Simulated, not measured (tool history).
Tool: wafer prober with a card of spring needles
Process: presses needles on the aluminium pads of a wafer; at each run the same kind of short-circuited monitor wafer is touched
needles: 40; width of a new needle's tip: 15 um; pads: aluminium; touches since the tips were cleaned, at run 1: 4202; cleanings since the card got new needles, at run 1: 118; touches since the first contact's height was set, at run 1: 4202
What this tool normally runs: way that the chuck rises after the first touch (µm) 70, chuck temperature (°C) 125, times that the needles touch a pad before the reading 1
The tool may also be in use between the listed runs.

| run | hour | way that the chuck rises after the first touch (µm) | chuck temperature (°C) | times that the needles touch a pad before the reading | touches since the tips were cleaned | cleanings since the card got new needles | touches since the first contact's height was set | resistance of one needle with its contact and lead (mohm) | way that a needle slides on the pad (µm) |
|---|---|---|---|---|---|---|---|---|---|
| 1 | 0 | 70 | 125 | 1 | 4202 | 118 | 4202 | 426 | 12.91 |
|  | 9.7 | tips cleaned on abrasive film |
|  | 25.9 | tips cleaned on abrasive film |
|  | 38.9 | tips cleaned on abrasive film |
|  | 52 | tips cleaned on abrasive film |
| 2 | 52 | 70 | 125 | 1 | 0 | 122 | 37404 | 301 | 12.82 |
|  | 67.6 | tips cleaned on abrasive film |
|  | 83.3 | tips cleaned on abrasive film |
| 3 | 87.7 | 70 | 125 | 1 | 2812 | 124 | 60269 | 417 | 12.8 |
|  | 97.5 | tips cleaned on abrasive film |
|  | 113.7 | tips cleaned on abrasive film |
|  | 129.9 | tips cleaned on abrasive film |
| 4 | 130 | 70 | 125 | 1 | 29 | 127 | 87296 | 296 | 12.77 |
|  | 143 | tips cleaned on abrasive film |
|  | 159.1 | tips cleaned on abrasive film |
|  | 172.1 | tips cleaned on abrasive film |
| 5 | 173.5 | 70 | 125 | 2 | 869 | 130 | 115081 | 317 | 12.68 |
|  | 185.9 | tips cleaned on abrasive film |
|  | 201.3 | tips cleaned on abrasive film |
|  | 217.3 | tips cleaned on abrasive film |
|  | 232.9 | tips cleaned on abrasive film |
| 6 | 237.2 | 70 | 125 | 2 | 2728 | 134 | 155839 | 361 | 12.67 |
|  | 246.6 | tips cleaned on abrasive film |
|  | 259.6 | tips cleaned on abrasive film |
|  | 272.7 | tips cleaned on abrasive film |
|  | 288.8 | tips cleaned on abrasive film |
| 7 | 297.8 | 70 | 125 | 2 | 5771 | 138 | 194613 | 392 | 12.61 |
|  | 304 | tips cleaned on abrasive film |
|  | 319.8 | tips cleaned on abrasive film |
|  | 335.7 | tips cleaned on abrasive film |
|  | 351.6 | tips cleaned on abrasive film |
|  | 351.9 | height of the first contact set anew |
| 8 | 357.2 | 70 | 43 | 1 | 3359 | 142 | 3359 | 435 | 12.31 |
|  | 366.4 | tips cleaned on abrasive film |
|  | 382.5 | tips cleaned on abrasive film |
|  | 398.3 | tips cleaned on abrasive film |
| 9 | 408.7 | 70 | 125 | 1 | 6698 | 145 | 36316 | 495 | 12.31 |
|  | 412 | tips cleaned on abrasive film |
|  | 427.9 | tips cleaned on abrasive film |
|  | 441.3 | tips cleaned on abrasive film |
| 10 | 441.3 | 70 | 125 | 1 | 0 | 148 | 57103 | 319 | 12.24 |
|  | 457.3 | tips cleaned on abrasive film |
|  | 473.5 | tips cleaned on abrasive film |
|  | 489.7 | tips cleaned on abrasive film |
| 11 | 491.2 | 70 | 125 | 1 | 944 | 151 | 89050 | 353 | 12.21 |
|  | 503.9 | tips cleaned on abrasive film |
|  | 516.9 | tips cleaned on abrasive film |
|  | 526.9 | height of the first contact set anew, once more |
|  | 530.2 | tips cleaned on abrasive film |
| 12 | 539.6 | 68 | 125 | 1 | 6007 | 154 | 8084 | 480 | 12.52 |
|  | 545.8 | tips cleaned on abrasive film |
|  | 561.5 | tips cleaned on abrasive film |
|  | 577.2 | tips cleaned on abrasive film |
|  | 590.2 | tips cleaned on abrasive film |
| 13 | 593.5 | 68 | 125 | 1 | 2112 | 158 | 42521 | 402 | 12.45 |
|  | 605.7 | tips cleaned on abrasive film |
|  | 621.9 | tips cleaned on abrasive film |
|  | 637.6 | tips cleaned on abrasive film |
| 14 | 637.8 | 68 | 125 | 1 | 78 | 161 | 70841 | 310 | 12.43 |
|  | 653.4 | tips cleaned on abrasive film |
|  | 669.6 | tips cleaned on abrasive film |
|  | 685.4 | tips cleaned on abrasive film |
| 15 | 695.2 | 57 | 35 | 3 | 6278 | 164 | 107602 | 387 | 10.34 |
|  | 698.5 | tips cleaned on abrasive film |
|  | 711.5 | tips cleaned on abrasive film |
|  | 726.7 | tips cleaned on abrasive film |
|  | 742.4 | tips cleaned on abrasive film |
| 16 | 747.6 | 72 | 125 | 2 | 3317 | 168 | 141082 | 369 | 13.05 |
|  | 757 | tips cleaned on abrasive film |
|  | 772.4 | tips cleaned on abrasive film |
|  | 785.7 | tips cleaned on abrasive film |
| 17 | 785.7 | 70 | 96 | 3 | 0 | 171 | 165419 | 283 | 12.66 |
|  | 801.3 | tips cleaned on abrasive film |
|  | 817.3 | tips cleaned on abrasive film |
|  | 830.3 | tips cleaned on abrasive film |
| 18 | 832.9 | 59 | 27 | 2 | 1643 | 174 | 195602 | 358 | 10.57 |
|  | 845.4 | tips cleaned on abrasive film |
|  | 861.1 | tips cleaned on abrasive film |
|  | 876.9 | tips cleaned on abrasive film |
|  | 883.6 | height of the first contact set anew |
|  | 890.2 | tips cleaned on abrasive film |
| 19 | 897.6 | 65 | 46 | 1 | 4796 | 178 | 8950 | 473 | 11.95 |
|  | 903.6 | tips cleaned on abrasive film |
|  | 916.6 | tips cleaned on abrasive film |
|  | 931.5 | tips cleaned on abrasive film |
|  | 947.6 | tips cleaned on abrasive film |
|  | 960.8 | tips cleaned on abrasive film |
| 20 | 960.8 | 58 | 74 | 1 | 0 | 183 | 49276 | 312 | 10.62 |
|  | 976.6 | tips cleaned on abrasive film |
|  | 992.5 | tips cleaned on abrasive film |
|  | 1008.2 | tips cleaned on abrasive film |
| 21 | 1020.2 | 74 | 98 | 3 | 7749 | 186 | 87354 | 357 | 13.5 |
|  | 1023 | tips cleaned on abrasive film |
|  | 1038.9 | tips cleaned on abrasive film |
|  | 1054.8 | tips cleaned on abrasive film |
| 22 | 1063.7 | 53 | 87 | 2 | 5733 | 189 | 115149 | 494 | 9.59 |
|  | 1070.3 | tips cleaned on abrasive film |
|  | 1083.3 | tips cleaned on abrasive film |
| 23 | 1091.8 | 53 | 87 | 2 | 5458 | 191 | 133067 | 483 | 9.58 |
|  | 1098.3 | tips cleaned on abrasive film |
|  | 1113.8 | tips cleaned on abrasive film |
|  | 1129.3 | tips cleaned on abrasive film |
| 24 | 1132.7 | 75 | 30 | 1 | 2208 | 194 | 159246 | 388 | 13.62 |
|  | 1142.5 | tips cleaned on abrasive film |
|  | 1158.6 | tips cleaned on abrasive film |
| 25 | 1163.2 | 60 | 125 | 1 | 2974 | 196 | 178736 | 458 | 10.81 |
|  | 1172.5 | tips cleaned on abrasive film |
|  | 1185.5 | tips cleaned on abrasive film |
| 26 | 1190.1 | 58 | 98 | 1 | 2942 | 198 | 195892 | 514 | 10.39 |
|  | 1199.3 | tips cleaned on abrasive film |
|  | 1212.3 | tips cleaned on abrasive film |
|  | 1228.5 | tips cleaned on abrasive film |
|  | 1241.6 | height of the first contact set anew |
|  | 1244.6 | tips cleaned on abrasive film |
| 27 | 1244.6 | 52 | 125 | 2 | 0 | 202 | 1864 | 323 | 9.56 |

Each row is a separate what-if for the run after 27, all from the same tool condition, not one after another. Results?
|  | 1257.6 | tips cleaned on abrasive film |
|  | 1273 | tips cleaned on abrasive film |
| A | 1274.7 | 52 | 125 | 1 | 1091 | 204 | 21114 | ? | ? |
|  | 1257.6 | tips cleaned on abrasive film |
|  | 1273 | tips cleaned on abrasive film |
| B | 1274.7 | 70 | 125 | 2 | 1091 | 204 | 21114 | ? | ? |
|  | 1257.6 | tips cleaned on abrasive film |
|  | 1273 | tips cleaned on abrasive film |
| C | 1274.7 | 75 | 34 | 2 | 1091 | 204 | 21114 | ? | ? |
|  | 1257.6 | tips cleaned on abrasive film |
|  | 1273 | tips cleaned on abrasive film |
| D | 1274.7 | 89 | 125 | 1 | 1091 | 204 | 21114 | ? | ? |

| run | resistance of one needle with its contact and lead (mohm) | way that a needle slides on the pad (µm) |
|---|---|---|
| A | 436 | 9.54 |
| B | 340 | 12.85 |
| C | 307 | 13.79 |
| D | 335 | 16.34 |
Without the tool's unlogged condition, the same runs would have read:
| run | resistance of one needle with its contact and lead (mohm) | way that a needle slides on the pad (µm) |
|---|---|---|
| A | 292 | 9.58 |
| B | 286 | 12.89 |
| C | 254 | 13.84 |
| D | 280 | 16.38 |

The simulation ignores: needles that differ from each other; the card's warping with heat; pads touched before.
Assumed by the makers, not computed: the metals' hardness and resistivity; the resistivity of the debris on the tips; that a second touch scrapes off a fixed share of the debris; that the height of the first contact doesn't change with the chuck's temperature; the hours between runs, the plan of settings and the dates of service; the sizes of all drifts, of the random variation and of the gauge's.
